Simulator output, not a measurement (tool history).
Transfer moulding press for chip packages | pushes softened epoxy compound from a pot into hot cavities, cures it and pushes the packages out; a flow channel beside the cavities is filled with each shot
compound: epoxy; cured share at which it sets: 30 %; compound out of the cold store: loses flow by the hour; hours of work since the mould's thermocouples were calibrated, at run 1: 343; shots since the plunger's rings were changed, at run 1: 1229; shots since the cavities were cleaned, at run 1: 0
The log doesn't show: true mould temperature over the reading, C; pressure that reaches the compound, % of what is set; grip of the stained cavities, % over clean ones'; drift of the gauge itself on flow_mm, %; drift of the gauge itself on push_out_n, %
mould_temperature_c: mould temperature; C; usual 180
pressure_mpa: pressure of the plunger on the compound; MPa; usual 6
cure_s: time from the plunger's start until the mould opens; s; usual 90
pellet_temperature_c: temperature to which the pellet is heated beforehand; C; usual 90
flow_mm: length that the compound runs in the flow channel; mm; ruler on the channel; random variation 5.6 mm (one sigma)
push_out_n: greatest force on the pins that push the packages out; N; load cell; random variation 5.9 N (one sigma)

run	hour	mould_temperature_c	pressure_mpa	cure_s	pellet_temperature_c	hours of work since the mould's thermocouples were calibrated	shots since the plunger's rings were changed	shots since the cavities were cleaned	incoming compound's hours out of the cold store	flow_mm	push_out_n
1	0	180	6	90	90	343	1229	0	19.9	898	211
# hour 56.5: cavities cleaned with cleaning compound and waxed
2	72.2	180	6	90	90	396	2214	219	30.8	819	292
# hour 113.3: cavities cleaned with cleaning compound and waxed
3	155.4	180	6	90	90	457	3351	586	12.1	905	382
# hour 171.4: mould's thermocouples calibrated
# hour 172.9: cavities cleaned with cleaning compound and waxed
4	221.9	180	6	90	90	37	4229	683	41.5	739	390
# hour 234.8: cavities cleaned with cleaning compound and waxed
5	272.8	180	6	90	90	74	4917	528	43.7	731	366
# hour 291.5: cavities cleaned with cleaning compound and waxed
# hour 354.7: cavities cleaned with cleaning compound and waxed
6	360.1	180	6	90	96	137	6091	75	16.3	841	258
# hour 410.8: plunger's sealing rings changed
# hour 420.2: cavities cleaned with cleaning compound and waxed
7	427.4	180	6	90	96	184	211	101	26.3	878	270
# hour 480: cavities cleaned with cleaning compound and waxed
8	511.5	180	6	90	96	246	1360	438	8.6	961	367
# hour 540: cavities cleaned with cleaning compound and waxed
9	566.8	180	5.39	90	90	286	2111	374	20.9	836	354
# hour 600: cavities cleaned with cleaning compound and waxed
# hour 643.1: mould's thermocouples calibrated, once more
10	651.8	180	6	90	90	7	3245	693	12.7	903	382
# hour 665.3: cavities cleaned with cleaning compound and waxed
11	714.1	180	6	90	90	52	4092	679	12.4	879	397
# hour 729.4: cavities cleaned with cleaning compound and waxed
12	769.9	180	7.23	90	90	93	4849	564	10.3	974	367
# hour 785.7: cavities cleaned with cleaning compound and waxed
# hour 843.9: cavities cleaned with cleaning compound and waxed
13	843.9	180	6	90	90	146	5838	0	33.9	749	209
14	888	180	6	90	90	179	6452	614	28.2	761	377
# hour 903.7: cavities cleaned with cleaning compound and waxed
# hour 915: plunger's sealing rings changed
15	937.1	180	6	90	90	213	307	430	17.7	932	336
# hour 965.8: cavities cleaned with cleaning compound and waxed
16	992.6	174	7	90	97	253	1059	372	26.9	960	482
# hour 1022.2: cavities cleaned with cleaning compound and waxed
17	1070.2	174	7	90	97	310	2119	668	42.1	850	517
# hour 1082.1: cavities cleaned with cleaning compound and waxed
# hour 1144.6: cavities cleaned with cleaning compound and waxed
18	1152.6	180	4.8	73	90	369	3226	112	22.7	750	395
# hour 1202.3: cavities cleaned with cleaning compound and waxed
19	1216.5	180	4.8	73	90	416	4094	197	16	776	450
# hour 1258.3: cavities cleaned with cleaning compound and waxed
20	1281.5	180	5.58	113	89	464	4979	323	20.8	800	292
# hour 1289.4: mould's thermocouples calibrated
# hour 1320.2: cavities cleaned with cleaning compound and waxed
21	1360.5	180	5.58	113	89	52	6031	562	43.5	673	302
# hour 1379.5: cavities cleaned with cleaning compound and waxed
22	1403.8	180	5.58	113	89	83	6613	338	36.7	699	293
# hour 1418.7: plunger's sealing rings changed
# hour 1444.8: cavities cleaned with cleaning compound and waxed
23	1460.6	180	6.2	88	98	123	562	219	12.2	966	312
# hour 1503.3: cavities cleaned with cleaning compound and waxed
24	1522.3	182	6	97	94	168	1401	265	9	943	291
# hour 1563.1: cavities cleaned with cleaning compound and waxed
25	1571.9	182	6	97	94	204	2071	122	14.8	905	240
# hour 1622.7: cavities cleaned with cleaning compound and waxed
26	1650.1	178	5.22	117	80	261	3139	382	44.2	701	297

How the hidden state differs across the entries between the runs, from the last listed run before each to the first after it:
Between runs 1 and 2: cavities cleaned with cleaning compound and waxed (hour 56.5)
  true mould temperature over the reading, C: -0.36 -> -0.48; pressure that reaches the compound, % of what is set: 95.83 -> 92.3; grip of the stained cavities, % over clean ones': 2 -> 35.7
  measured less the result without the state, flow_mm: -18 -> -32 mm; push_out_n: +7 -> +80 N
Between runs 2 and 3: cavities cleaned with cleaning compound and waxed (hour 113.3)
  true mould temperature over the reading, C: -0.48 -> -0.62; pressure that reaches the compound, % of what is set: 92.3 -> 88.59; grip of the stained cavities, % over clean ones': 35.7 -> 72.4
  measured less the result without the state, flow_mm: -32 -> -54 mm; push_out_n: +80 -> +167 N
Between runs 3 and 4: mould's thermocouples calibrated (hour 171.4); cavities cleaned with cleaning compound and waxed (hour 172.9)
  true mould temperature over the reading, C: -0.62 -> -0.95; pressure that reaches the compound, % of what is set: 88.59 -> 85.58; grip of the stained cavities, % over clean ones': 72.4 -> 77.8
  measured less the result without the state, flow_mm: -54 -> -57 mm; push_out_n: +167 -> +176 N
Between runs 4 and 5: cavities cleaned with cleaning compound and waxed (hour 234.8)
  true mould temperature over the reading, C: -0.95 -> -1.02; pressure that reaches the compound, % of what is set: 85.58 -> 83.5; grip of the stained cavities, % over clean ones': 77.8 -> 70.9
  measured less the result without the state, flow_mm: -57 -> -66 mm; push_out_n: +176 -> +158 N
Between runs 5 and 6: cavities cleaned with cleaning compound and waxed (hour 291.5); cavities cleaned with cleaning compound and waxed (hour 354.7)
  true mould temperature over the reading, C: -1.02 -> -1.15; pressure that reaches the compound, % of what is set: 83.5 -> 79.25; grip of the stained cavities, % over clean ones': 70.9 -> 13.3
  measured less the result without the state, flow_mm: -66 -> -100 mm; push_out_n: +158 -> +41 N
Between runs 6 and 7: plunger's sealing rings changed (hour 410.8); cavities cleaned with cleaning compound and waxed (hour 420.2)
  true mould temperature over the reading, C: -1.15 -> -1.25; pressure that reaches the compound, % of what is set: 79.25 -> 98.79; grip of the stained cavities, % over clean ones': 13.3 -> 21.2
  measured less the result without the state, flow_mm: -100 -> -1 mm; push_out_n: +41 -> +58 N
Between runs 7 and 8: cavities cleaned with cleaning compound and waxed (hour 480)
  true mould temperature over the reading, C: -1.25 -> -1.38; pressure that reaches the compound, % of what is set: 98.79 -> 94.95; grip of the stained cavities, % over clean ones': 21.2 -> 61.1
  measured less the result without the state, flow_mm: -1 -> -20 mm; push_out_n: +58 -> +154 N
Between runs 8 and 9: cavities cleaned with cleaning compound and waxed (hour 540)
  true mould temperature over the reading, C: -1.38 -> -1.47; pressure that reaches the compound, % of what is set: 94.95 -> 92.46; grip of the stained cavities, % over clean ones': 61.1 -> 57.6
  measured less the result without the state, flow_mm: -20 -> -29 mm; push_out_n: +154 -> +145 N
Between runs 9 and 10: cavities cleaned with cleaning compound and waxed (hour 600); mould's thermocouples calibrated, once more (hour 643.1)
  true mould temperature over the reading, C: -1.47 -> -0.09; pressure that reaches the compound, % of what is set: 92.46 -> 88.63; grip of the stained cavities, % over clean ones': 57.6 -> 76.6
  measured less the result without the state, flow_mm: -29 -> -56 mm; push_out_n: +145 -> +168 N
Between runs 10 and 11: cavities cleaned with cleaning compound and waxed (hour 665.3)
  true mould temperature over the reading, C: -0.09 -> -0.2; pressure that reaches the compound, % of what is set: 88.63 -> 85.6; grip of the stained cavities, % over clean ones': 76.6 -> 78.3
  measured less the result without the state, flow_mm: -56 -> -70 mm; push_out_n: +168 -> +176 N
Between runs 11 and 12: cavities cleaned with cleaning compound and waxed (hour 729.4)
  true mould temperature over the reading, C: -0.2 -> -0.29; pressure that reaches the compound, % of what is set: 85.6 -> 82.94; grip of the stained cavities, % over clean ones': 78.3 -> 68.5
  measured less the result without the state, flow_mm: -70 -> -95 mm; push_out_n: +176 -> +153 N
Between runs 12 and 13: cavities cleaned with cleaning compound and waxed (hour 785.7); cavities cleaned with cleaning compound and waxed (hour 843.9)
  true mould temperature over the reading, C: -0.29 -> -0.42; pressure that reaches the compound, % of what is set: 82.94 -> 79.51; grip of the stained cavities, % over clean ones': 68.5 -> 0.5
  measured less the result without the state, flow_mm: -95 -> -90 mm; push_out_n: +153 -> +4 N
Between runs 14 and 15: cavities cleaned with cleaning compound and waxed (hour 903.7); plunger's sealing rings changed (hour 915)
  true mould temperature over the reading, C: -0.5 -> -0.57; pressure that reaches the compound, % of what is set: 77.44 -> 98.95; grip of the stained cavities, % over clean ones': 76.2 -> 59.4
  measured less the result without the state, flow_mm: -102 -> -3 mm; push_out_n: +168 -> +131 N
Between runs 15 and 16: cavities cleaned with cleaning compound and waxed (hour 965.8)
  true mould temperature over the reading, C: -0.57 -> -0.66; pressure that reaches the compound, % of what is set: 98.95 -> 96.27; grip of the stained cavities, % over clean ones': 59.4 -> 56.7
  measured less the result without the state, flow_mm: -3 -> -16 mm; push_out_n: +131 -> +186 N
Between runs 16 and 17: cavities cleaned with cleaning compound and waxed (hour 1022.2)
  true mould temperature over the reading, C: -0.66 -> -0.79; pressure that reaches the compound, % of what is set: 96.27 -> 92.58; grip of the stained cavities, % over clean ones': 56.7 -> 79.3
  measured less the result without the state, flow_mm: -16 -> -31 mm; push_out_n: +186 -> +244 N
Between runs 17 and 18: cavities cleaned with cleaning compound and waxed (hour 1082.1); cavities cleaned with cleaning compound and waxed (hour 1144.6)
  true mould temperature over the reading, C: -0.79 -> -0.92; pressure that reaches the compound, % of what is set: 92.58 -> 88.46; grip of the stained cavities, % over clean ones': 79.3 -> 23.9
  measured less the result without the state, flow_mm: -31 -> -45 mm; push_out_n: +244 -> +96 N
Between runs 18 and 19: cavities cleaned with cleaning compound and waxed (hour 1202.3)
  true mould temperature over the reading, C: -0.92 -> -1.02; pressure that reaches the compound, % of what is set: 88.46 -> 85.62; grip of the stained cavities, % over clean ones': 23.9 -> 32.4
  measured less the result without the state, flow_mm: -45 -> -60 mm; push_out_n: +96 -> +134 N
Between runs 19 and 20: cavities cleaned with cleaning compound and waxed (hour 1258.3)
  true mould temperature over the reading, C: -1.02 -> -1.13; pressure that reaches the compound, % of what is set: 85.62 -> 82.47; grip of the stained cavities, % over clean ones': 32.4 -> 52.7
  measured less the result without the state, flow_mm: -60 -> -78 mm; push_out_n: +134 -> +102 N
Between runs 20 and 21: mould's thermocouples calibrated (hour 1289.4); cavities cleaned with cleaning compound and waxed (hour 1320.2)
  true mould temperature over the reading, C: -1.13 -> -0.16; pressure that reaches the compound, % of what is set: 82.47 -> 78.89; grip of the stained cavities, % over clean ones': 52.7 -> 67.2
  measured less the result without the state, flow_mm: -78 -> -84 mm; push_out_n: +102 -> +121 N
Between runs 21 and 22: cavities cleaned with cleaning compound and waxed (hour 1379.5)
  true mould temperature over the reading, C: -0.16 -> -0.23; pressure that reaches the compound, % of what is set: 78.89 -> 76.9; grip of the stained cavities, % over clean ones': 67.2 -> 54.6
  measured less the result without the state, flow_mm: -84 -> -97 mm; push_out_n: +121 -> +103 N
Between runs 22 and 23: plunger's sealing rings changed (hour 1418.7); cavities cleaned with cleaning compound and waxed (hour 1444.8)
  true mould temperature over the reading, C: -0.23 -> -0.32; pressure that reaches the compound, % of what is set: 76.9 -> 97.59; grip of the stained cavities, % over clean ones': 54.6 -> 39.6
  measured less the result without the state, flow_mm: -97 -> -11 mm; push_out_n: +103 -> +93 N
Between runs 23 and 24: cavities cleaned with cleaning compound and waxed (hour 1503.3)
  true mould temperature over the reading, C: -0.32 -> -0.42; pressure that reaches the compound, % of what is set: 97.59 -> 95.06; grip of the stained cavities, % over clean ones': 39.6 -> 43.6
  measured less the result without the state, flow_mm: -11 -> -23 mm; push_out_n: +93 -> +88 N
Between runs 24 and 25: cavities cleaned with cleaning compound and waxed (hour 1563.1)
  true mould temperature over the reading, C: -0.42 -> -0.51; pressure that reaches the compound, % of what is set: 95.06 -> 92.39; grip of the stained cavities, % over clean ones': 43.6 -> 25.2
  measured less the result without the state, flow_mm: -23 -> -35 mm; push_out_n: +88 -> +50 N
Between runs 25 and 26: cavities cleaned with cleaning compound and waxed (hour 1622.7)
  true mould temperature over the reading, C: -0.51 -> -0.63; pressure that reaches the compound, % of what is set: 92.39 -> 88.85; grip of the stained cavities, % over clean ones': 25.2 -> 57
  measured less the result without the state, flow_mm: -35 -> -40 mm; push_out_n: +50 -> +109 N
